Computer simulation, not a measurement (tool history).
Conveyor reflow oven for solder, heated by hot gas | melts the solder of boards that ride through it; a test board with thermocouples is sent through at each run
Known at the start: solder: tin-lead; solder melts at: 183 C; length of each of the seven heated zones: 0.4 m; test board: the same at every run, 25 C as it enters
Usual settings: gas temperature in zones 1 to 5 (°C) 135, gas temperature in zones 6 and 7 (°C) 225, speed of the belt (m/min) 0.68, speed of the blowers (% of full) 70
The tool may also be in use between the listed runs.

run	day	gas temperature in zones 1 to 5 (°C)	gas temperature in zones 6 and 7 (°C)	speed of the belt (m/min)	speed of the blowers (% of full)	highest temperature of the board (°C)	time above the solder's melting point (s)
1	0	135	225	0.68	70	211.4	48.7
2	0.958	135	225	0.68	70	211	49.1
3	1.658	135	225	0.68	70	211.3	48.9
4	2.725	135	225	0.68	70	211	48.6
5	3.412	135	225	0.68	70	210.4	48.7
6	4.421	135	225	0.68	70	210.6	48.5
7	4.979	135	225	0.763	58	203.8	35.2
8	5.929	135	225	0.763	58	203.8	35
9	6.604	135	214	0.614	76	204.2	49.2
10	7.612	135	214	0.614	76	204.5	48.9
# day 8.012: thermocouples of zones 6 and 7 changed
11	8.221	137	217	0.723	80	205	41.3
12	8.7	138	230	0.723	80	216.5	50.7

Forecast each of these 4 alternatives for the next run:
A	9.862	138	221	0.814	79	?	?
B	9.862	135	221	0.68	62	?	?
C	9.862	138	232	0.758	80	?	?
D	9.862	147	225	0.68	56	?	?

run	highest temperature of the board (°C)	time above the solder's melting point (s)
A	205.4	36.1
B	205.6	43.2
C	216.6	48.3
D	210.2	51
Without the tool's hidden state the same runs would have given:
run	highest temperature of the board (°C)	time above the solder's melting point (s)
A	206.4	36.6
B	206.3	43.4
C	217.7	48.3
D	210.8	50.9
